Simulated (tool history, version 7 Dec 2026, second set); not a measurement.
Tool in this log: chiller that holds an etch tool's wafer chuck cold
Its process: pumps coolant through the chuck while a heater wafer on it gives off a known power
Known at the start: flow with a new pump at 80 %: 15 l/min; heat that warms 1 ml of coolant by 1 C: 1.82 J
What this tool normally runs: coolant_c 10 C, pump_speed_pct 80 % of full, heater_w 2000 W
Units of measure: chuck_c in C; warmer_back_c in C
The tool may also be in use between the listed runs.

| run | hour | coolant_c | pump_speed_pct | heater_w | chuck_c | warmer_back_c |
|---|---|---|---|---|---|---|
| 1 | 0.0 | 10 | 80 | 2000 | 22.9 | 4.40 |
| 2 | 82.2 | 10 | 65 | 2000 | 25.1 | 5.56 |
| 3 | 161.0 | 10 | 65 | 2000 | 25.0 | 5.55 |
| 4 | 233.8 | 10 | 86 | 2000 | 22.4 | 4.03 |
| 5 | 378.5 | 10 | 86 | 2000 | 22.3 | 4.06 |
| 6 | 458.7 | 10 | 80 | 2000 | 23.2 | 4.41 |
| 7 | 549.4 | 10 | 80 | 2000 | 23.0 | 4.32 |
| 8 | 671.4 | 10 | 80 | 2000 | 23.0 | 4.34 |
| 9 | 775.6 | 10 | 80 | 2000 | 23.1 | 4.36 |
| 10 | 896.8 | 10 | 80 | 2000 | 23.0 | 4.37 |
| 11 | 1034.6 | 10 | 80 | 2000 | 22.9 | 4.34 |
| 12 | 1109.2 | 10 | 80 | 2000 | 23.1 | 4.31 |
| 13 | 1172.2 | 10 | 80 | 2000 | 22.9 | 4.31 |
| 14 | 1299.9 | 10 | 80 | 1912 | 22.5 | 4.09 |
| 15 | 1370.5 | 10 | 80 | 1912 | 22.3 | 4.11 |
| 16 | 1455.4 | 2 | 80 | 2000 | 15.1 | 4.28 |
| 17 | 1543.6 | 10 | 79 | 2000 | 23.0 | 4.40 |
| 18 | 1692.2 | 16 | 81 | 2903 | 34.6 | 6.18 |
| 19 | 1764.8 | 16 | 88 | 1156 | 23.0 | 2.16 |
| 20 | 1878.6 | 1 | 80 | 2707 | 18.7 | 5.76 |
| 21 | 2008.8 | 1 | 80 | 2707 | 18.6 | 5.83 |
| 22 | 2107.0 | 18 | 80 | 2707 | 35.6 | 5.83 |
| 23 | 2174.3 | 19 | 80 | 2194 | 33.3 | 4.77 |
| 24 | 2309.2 | 3 | 76 | 2556 | 20.3 | 5.80 |
|  | 2411.0 | chiller's thermometer calibrated |
| 25 | 2459.0 | 9 | 91 | 2791 | 25.6 | 5.15 |
| 26 | 2597.4 | 2 | 65 | 2791 | 22.8 | 7.70 |
| 27 | 2670.6 | 2 | 65 | 2791 | 23.0 | 7.69 |
| 28 | 2782.7 | 16 | 79 | 1125 | 23.4 | 2.30 |
| 29 | 2897.0 | 10 | 80 | 2794 | 28.0 | 5.93 |
| 30 | 2969.3 | 10 | 80 | 2794 | 28.1 | 5.93 |
| 31 | 3106.6 | 3 | 74 | 2000 | 16.8 | 4.62 |
| 32 | 3211.9 | 10 | 99 | 2000 | 21.1 | 3.24 |

Alternative continuations, all from the tool just after run 32; predict every row:
| A | 3306.3 | 10 | 80 | 2492 | ? | ? |
| B | 3306.3 | 5 | 84 | 1506 | ? | ? |
| C | 3306.3 | 3 | 89 | 1420 | ? | ? |

| run | chuck_c | warmer_back_c |
|---|---|---|
| A | 26.2 | 5.30 |
| B | 14.7 | 2.96 |
| C | 11.6 | 2.57 |
With no hidden state in the tool, these same runs would have given:
| run | chuck_c | warmer_back_c |
|---|---|---|
| A | 26.2 | 5.49 |
| B | 14.7 | 3.16 |
| C | 11.6 | 2.77 |
